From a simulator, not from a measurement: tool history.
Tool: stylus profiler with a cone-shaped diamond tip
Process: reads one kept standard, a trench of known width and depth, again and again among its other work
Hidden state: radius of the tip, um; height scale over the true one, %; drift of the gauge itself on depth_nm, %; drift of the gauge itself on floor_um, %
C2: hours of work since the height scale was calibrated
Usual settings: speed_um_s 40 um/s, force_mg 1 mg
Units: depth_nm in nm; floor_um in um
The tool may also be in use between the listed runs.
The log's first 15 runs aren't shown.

run 16 hour=212.5 | speed_um_s=40 force_mg=0.73 | scans_with_this_tip=2089 C2=254 | depth_nm=1003.14 floor_um=43.32
run 17 hour=220.7 | speed_um_s=40 force_mg=0.73 | scans_with_this_tip=2136 C2=260 | depth_nm=1003.89 floor_um=43.25
run 18 hour=234.6 | speed_um_s=40 force_mg=0.73 | scans_with_this_tip=2215 C2=269 | depth_nm=1003.78 floor_um=43.23
run 19 hour=244.5 | speed_um_s=99 force_mg=2.76 | scans_with_this_tip=2271 C2=276 | depth_nm=1007.2 floor_um=43.13
run 20 hour=262.2 | speed_um_s=157 force_mg=0.83 | scans_with_this_tip=2372 C2=289 | depth_nm=1004.09 floor_um=42.16
run 21 hour=278.4 | speed_um_s=31 force_mg=0.49 | scans_with_this_tip=2464 C2=300 | depth_nm=1003.08 floor_um=43.26
run 22 hour=287.5 | speed_um_s=20 force_mg=2.37 | scans_with_this_tip=2516 C2=306 | depth_nm=1006.9 floor_um=43.51
run 23 hour=306.4 | speed_um_s=21 force_mg=0.4 | scans_with_this_tip=2623 C2=319 | depth_nm=1002.8 floor_um=43.33
-- hour=308.2 height scale calibrated on a step standard
run 24 hour=325.4 | speed_um_s=18 force_mg=0.9 | scans_with_this_tip=2729 C2=12 | depth_nm=1004.42 floor_um=43.34
run 25 hour=343.5 | speed_um_s=44 force_mg=1.73 | scans_with_this_tip=2832 C2=24 | depth_nm=1006.41 floor_um=43.28
run 26 hour=360.1 | speed_um_s=15 force_mg=1.13 | scans_with_this_tip=2926 C2=36 | depth_nm=1004.95 floor_um=43.36
-- hour=363.6 height scale calibrated on a step standard, once more
run 27 hour=371.2 | speed_um_s=53 force_mg=0.91 | scans_with_this_tip=2987 C2=5 | depth_nm=1002.43 floor_um=43
run 28 hour=387.5 | speed_um_s=53 force_mg=0.91 | scans_with_this_tip=3080 C2=17 | depth_nm=1003.29 floor_um=42.98
run 29 hour=407.1 | speed_um_s=53 force_mg=0.91 | scans_with_this_tip=3191 C2=30 | depth_nm=1003.2 floor_um=42.96
run 30 hour=420.6 | speed_um_s=53 force_mg=0.91 | scans_with_this_tip=3268 C2=39 | depth_nm=1002.88 floor_um=42.93
run 31 hour=439.2 | speed_um_s=38 force_mg=0.48 | scans_with_this_tip=3374 C2=52 | depth_nm=1001.55 floor_um=42.91
run 32 hour=453.6 | speed_um_s=38 force_mg=2.74 | scans_with_this_tip=3456 C2=62 | depth_nm=1006.64 floor_um=43.21
run 33 hour=470.9 | speed_um_s=38 force_mg=2.74 | scans_with_this_tip=3554 C2=74 | depth_nm=1006.59 floor_um=43.2
run 34 hour=490.8 | speed_um_s=38 force_mg=2.74 | scans_with_this_tip=3667 C2=88 | depth_nm=1006.08 floor_um=43.17

5 ways to go on from here, each from the tool as it stands after run 34. What would each give?
run A hour=509.9 | speed_um_s=27 force_mg=1 | scans_with_this_tip=3776 C2=101 | depth_nm=? floor_um=?
run B hour=509.9 | speed_um_s=18 force_mg=0.87 | scans_with_this_tip=3776 C2=101 | depth_nm=? floor_um=?
run C hour=509.9 | speed_um_s=48 force_mg=1.33 | scans_with_this_tip=3776 C2=101 | depth_nm=? floor_um=?
run D hour=509.9 | speed_um_s=40 force_mg=0.66 | scans_with_this_tip=3776 C2=101 | depth_nm=? floor_um=?
run E hour=509.9 | speed_um_s=38 force_mg=0.84 | scans_with_this_tip=3776 C2=101 | depth_nm=? floor_um=?

run=A depth_nm=1003.31 floor_um=43.11
run=B depth_nm=1003.6 floor_um=43.17
run=C depth_nm=1003.93 floor_um=43.04
run=D depth_nm=1002.54 floor_um=42.91
run=E depth_nm=1003.07 floor_um=42.99
Without the tool's hidden state the same runs would have given:
run=A depth_nm=1003.19 floor_um=43.76
run=B depth_nm=1003.48 floor_um=43.82
run=C depth_nm=1003.81 floor_um=43.69
run=D depth_nm=1002.42 floor_um=43.56
run=E depth_nm=1002.95 floor_um=43.64
